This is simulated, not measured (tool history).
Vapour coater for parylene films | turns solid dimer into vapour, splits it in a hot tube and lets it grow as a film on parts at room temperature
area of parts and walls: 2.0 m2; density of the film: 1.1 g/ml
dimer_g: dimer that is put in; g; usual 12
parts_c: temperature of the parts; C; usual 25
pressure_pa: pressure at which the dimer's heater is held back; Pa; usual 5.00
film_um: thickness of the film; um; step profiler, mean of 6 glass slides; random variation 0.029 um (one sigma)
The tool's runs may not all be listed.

run	hour	dimer_g	parts_c	pressure_pa	film_um
1	0.0	12	25	5.00	2.45
2	59.4	12	25	5.00	2.41
3	140.2	12	25	5.00	2.33
# hour 157.3: trap's valve overhauled
4	204.6	12	25	5.00	2.59
5	257.3	12	25	5.00	2.55
6	305.0	12	25	5.00	2.50
7	342.0	12	33	5.00	1.80

Run 8 comes next. What will it give?
8	397.0	10	20	10.12	?

film_um: 2.11 um
Without the tool's hidden state the same run would have given film_um 2.34 um.
